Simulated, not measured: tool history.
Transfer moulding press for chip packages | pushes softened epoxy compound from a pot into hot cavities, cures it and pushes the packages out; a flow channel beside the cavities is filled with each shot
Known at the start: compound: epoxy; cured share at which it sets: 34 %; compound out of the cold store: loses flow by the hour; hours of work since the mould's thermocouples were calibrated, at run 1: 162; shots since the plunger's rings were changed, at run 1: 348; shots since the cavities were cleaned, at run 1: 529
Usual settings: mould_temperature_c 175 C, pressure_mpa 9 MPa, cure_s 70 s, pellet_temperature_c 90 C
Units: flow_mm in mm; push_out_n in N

run   hour  mould_temperature_c  pressure_mpa  cure_s  pellet_temperature_c  hours of work since the mould's thermocouples were calibrated  shots since the plunger's rings were changed  shots since the cavities were cleaned  incoming compound's hours out of the cold store  flow_mm  push_out_n
  1      0                  175             9      70                    90                                                            162                                           348                                    529                                             28.9      778         596
  2    8.9                  175             9      70                    90                                                            167                                           457                                    638                                             27.2      772         631
      18.4  -- cavities cleaned with cleaning compound and waxed
  3   23.2                  175             9      70                    90                                                            175                                           613                                     59                                             28.7      777         367
  4     32                  175             9      70                    90                                                            180                                           720                                    166                                             17.4      800         435
  5   41.2                  175             9      70                    90                                                            185                                           833                                    279                                             38.6      757         480
  6     49                  175             9      70                    90                                                            189                                           928                                    374                                             29.5      769         523
  7   65.8                  175             9      70                    90                                                            199                                          1134                                    580                                             34.1      762         593
      80.1  -- cavities cleaned with cleaning compound and waxed
  8   85.1                  175             9      70                    90                                                            209                                          1352                                     61                                             34.8      746         374
  9   93.6                  175             9      70                    90                                                            214                                          1455                                    164                                             46.2      730         418
 10  109.6                  175             9      71                    90                                                            224                                          1651                                    360                                             11.4      814         532
 11  118.7                  175             9      71                    90                                                            229                                          1762                                    471                                             17.7      791         552
 12  127.2                  175          9.97      70                    90                                                            234                                          1867                                    576                                             18.9      819         588
     141.9  -- cavities cleaned with cleaning compound and waxed
 13  143.1                  179             9      70                    90                                                            242                                          2043                                     15                                               20      761         282
 14  156.3                  175             9      70                    90                                                            250                                          2204                                    176                                             26.8      765         446
 15  167.8                  168             9      70                    90                                                            256                                          2345                                    317                                             11.4      816         873
 16    182                  180          7.94      88                    82                                                            264                                          2518                                    490                                             33.8      683         344
 17  191.1                  174          8.15      72                    95                                                            270                                          2630                                    602                                             37.6      701         539
       203  -- cavities cleaned with cleaning compound and waxed
 18  204.3                  172          9.23      54                    82                                                            276                                          2773                                     16                                               33      751         890
 19  217.1                  183          9.23      61                    95                                                            284                                          2929                                    172                                             20.4      754         389
 20  225.9                  174          7.39      68                    81                                                            289                                          3037                                    280                                             23.3      690         619
 21  237.7                  175          7.96      77                    85                                                            296                                          3182                                    425                                             37.1      680         445
 22    246                  175          7.96      94                    85                                                            301                                          3283                                    526                                             44.6      663         364
 23  257.4                  175           9.9      64                    93                                                            307                                          3422                                    665                                             31.9      770         741
     264.2  -- cavities cleaned with cleaning compound and waxed
 24  272.6                  175           9.9      64                    93                                                            315                                          3591                                    104                                             11.9      822         550
 25  285.5                  180             9      70                    86                                                            322                                          3747                                    260                                               42      695         362
 26  295.3                  175             9      70                    86                                                            328                                          3868                                    381                                             36.1      726         535
     305.6  -- plunger's sealing rings changed
 27  308.9                  170          8.49      53                    85                                                            335                                            41                                    517                                             18.5      791        1624
     328.2  -- cavities cleaned with cleaning compound and waxed
 28  328.6                  170           8.4      53                    85                                                            345                                           263                                      5                                             38.6      740         879
 29  343.5                  173           8.6      53                    85                                                            354                                           445                                    187                                             11.9      808        1200

Forecast each of these 4 alternatives for the next run:
  A  357.9                  175             9      82                    90                                                            362                                           621                                    363                                             36.2        ?           ?
  B  357.9                  173           8.6      53                    94                                                            362                                           621                                    363                                               14        ?           ?
  C  357.9                  173         10.63      53                    85                                                            362                                           621                                    363                                             37.5        ?           ?
  D  357.9                  173          7.19      53                    98                                                            362                                           621                                    363                                             32.5        ?           ?

run  flow_mm  push_out_n
  A      753         371
  B      799        1254
  C      816        1208
  D      689        1131
Without the tool's hidden state the same runs would have given:
run  flow_mm  push_out_n
  A      759         233
  B      806         785
  C      822         754
  D      694         705
